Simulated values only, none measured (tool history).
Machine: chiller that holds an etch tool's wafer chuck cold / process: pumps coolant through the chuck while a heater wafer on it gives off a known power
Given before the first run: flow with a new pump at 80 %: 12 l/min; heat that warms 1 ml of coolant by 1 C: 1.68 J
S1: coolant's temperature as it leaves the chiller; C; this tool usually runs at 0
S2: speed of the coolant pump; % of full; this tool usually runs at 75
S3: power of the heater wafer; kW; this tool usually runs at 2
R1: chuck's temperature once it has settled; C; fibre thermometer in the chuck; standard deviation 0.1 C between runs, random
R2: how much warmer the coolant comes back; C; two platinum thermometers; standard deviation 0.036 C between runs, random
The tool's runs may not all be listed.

run    hour  S1  S2     S3    R1    R2
  1       0   0  75      2  15.6  6.46
  2    37.8   0  75      2  15.5  6.44
  3   102.6   0  75      2  15.5  6.45
  4   155.3   0  75      2  15.5  6.47
  5   222.1   0  75      2  15.6  6.37
  6   257.4   0  75      2  15.5  6.41
  7   290.5   0  92      2  13.6  5.03
  8   353.9   0  75      2  15.5  6.31
  9   417.9   0  75      2  15.5  6.33
 10   478.5  10  75      2  25.5  6.36
 11   527.5   0  75      2  15.4  6.34
 12   572.2   0  75      2  15.6  6.33
 13   625.4   0  75      2  15.6  6.36
 14   687.1   0  75      2  15.5  6.31
 15   725.7   0  75      2  15.6  6.32
 16   767.8   0  75      2  15.4  6.28
 17   832.8   0  75      2  15.4  6.36
 18   882.4   8  80   1.01  15.5  2.86
 19   949.9   8  86  1.795  20.9  4.79
 20  1010.1   8  86  1.795  20.5   4.8
 21  1078.6   8  86  1.795  20.7  4.76
 22  1153.3  -7  82   1.58   4.4   4.4
 23  1194.6  -7  73   1.58   5.4  5.08
 24  1230.7   0  71      2  16.1  6.68
 25  1293.2   0  71      2  16.3  6.62
 26  1356.4  -2  71    1.9  13.4  6.31
 27  1388.5  -2  71    1.9  13.3  6.33
 28  1454.4  -9  86  1.524   1.6  3.98
 29    1512   0  75   2.21  17.1  6.83
 30    1573   0  75  2.238  17.2  6.98
 31  1637.6  -6  91      2   7.6  4.91

Branching from run 31: 4 alternative next runs. What would each branch give?
  A  1712.1   7  80  1.886   ?   ?
  B  1712.1   7  85  1.192   ?   ?
  C  1712.1  -4  75      2   ?   ?
  D  1712.1   8  87  1.059   ?   ?

run    R1    R2
  A    21  5.43
  B  15.6  3.07
  C  11.4  6.25
  D  15.4  2.61
Without the tool's unlogged condition, the same runs would have read:
run    R1    R2
  A  20.9  5.67
  B  15.6  3.32
  C  11.4  6.49
  D  15.4  2.86
